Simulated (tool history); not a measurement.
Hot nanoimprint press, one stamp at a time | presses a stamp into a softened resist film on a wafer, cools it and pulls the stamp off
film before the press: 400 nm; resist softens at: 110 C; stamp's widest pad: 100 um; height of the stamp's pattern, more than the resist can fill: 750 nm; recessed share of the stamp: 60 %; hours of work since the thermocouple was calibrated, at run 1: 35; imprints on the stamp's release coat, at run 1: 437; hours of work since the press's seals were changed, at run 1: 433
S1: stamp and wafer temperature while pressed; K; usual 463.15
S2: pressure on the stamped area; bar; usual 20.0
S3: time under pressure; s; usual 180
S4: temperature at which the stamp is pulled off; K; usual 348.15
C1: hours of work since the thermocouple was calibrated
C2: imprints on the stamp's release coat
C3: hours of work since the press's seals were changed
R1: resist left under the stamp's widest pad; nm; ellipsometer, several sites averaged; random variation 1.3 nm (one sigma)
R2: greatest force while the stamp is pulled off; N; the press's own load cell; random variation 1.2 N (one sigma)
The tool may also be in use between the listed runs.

run     day      S1    S2   S3      S4   C1   C2    C3     R1   R2
  1   0.000  463.15  20.0  180  348.15   35  437   433  192.6  152
  2   1.746  463.15  20.0  180  348.15   60  610   458  194.2  148
  3   2.788  463.15  20.0  180  348.15   75  714   473  191.6  149
      3.862  -- stamp cleaned and given a new release coat
  4   4.142  463.15  20.0  180  348.15   90   27   488  194.9  148
  5   5.254  463.15  16.3  180  348.15  106  138   504  212.1  148
  6   6.825  463.15  20.0  180  348.15  129  294   527  196.5  147
  7   8.825  463.15  20.0  180  348.15  157  492   556  198.1  149
  8  10.454  463.15  20.0  180  348.15  181  654   579  193.6  149
  9  11.396  463.15  20.0  180  348.15  194  747   592  195.2  149
     12.283  -- stamp cleaned and given a new release coat
 10  12.550  463.15  20.0  180  348.15  207   27   605  192.9  146
 11  13.567  463.15  20.0  180  346.15  222  127   620  194.3  155
 12  15.129  463.15  20.0  180  348.15  244  282   642  191.8  147
 13  17.067  463.15  20.0  180  348.15  272  475   670  193.6  148
 14  18.679  463.15  20.0  180  348.15  295  635   693  195.5  150
 15  19.571  463.15  20.0  129  348.15  308  723   706  217.1  147
     20.654  -- stamp cleaned and given a new release coat
 16  21.129  463.15  20.0  180  345.15  326   47   724  194.6  157
 17  23.121  463.15  20.0  180  345.15  355  244   753  194.7  159
 18  24.817  463.15  20.0  180  345.15  379  413   777  194.3  158
 19  26.300  454.15  16.4  111  341.15  401  560   799  306.8  174
 20  27.717  454.15  16.4  111  341.15  421  701   819  309.1  174
     28.967  -- stamp cleaned and given a new release coat
 21  29.608  463.15  12.4  171  348.15  444   63   842  239.4  149
 22  31.608  467.15  12.4   98  334.15  473  262   871  252.3  202
     33.488  -- plate thermocouple calibrated
 23  33.858  458.15  31.9  174  348.15    5  472   901  195.1  148
 24  34.975  458.15  31.9  174  348.15   21  583   917  195.2  149
 25  36.750  458.15  31.9  174  348.15   47  760   943  194.6  148
     37.400  -- stamp cleaned and given a new release coat
 26  38.462  463.15  24.8  180  343.15   68  105   964  179.6  168
 27  40.267  463.15  24.8  180  343.15   93  284   990  176.0  166
 28  41.875  463.15  20.0   98  336.15  117  444  1013  239.9  192
 29  44.025  463.15  12.7  303  348.15  147  657  1043  196.6  149
     45.667  -- stamp cleaned and given a new release coat
 30  45.667  456.15  20.5  111  341.15  167    0  1063  281.4  174

3 ways to go on from here, each from the tool as it stands after run 30. What would each give?
  A  46.650  465.15  20.0  337  348.15  181  98  1077   ?   ?
  B  46.650  456.15  13.8  111  341.15  181  98  1077   ?   ?
  C  46.650  463.15  18.9  146  346.15  181  98  1077   ?   ?

run     R1   R2
  A  139.7  149
  B  310.4  174
  C  214.4  157
Without the tool's hidden state the same runs would have given:
run     R1   R2
  A  139.7  149
  B  310.6  174
  C  214.4  158
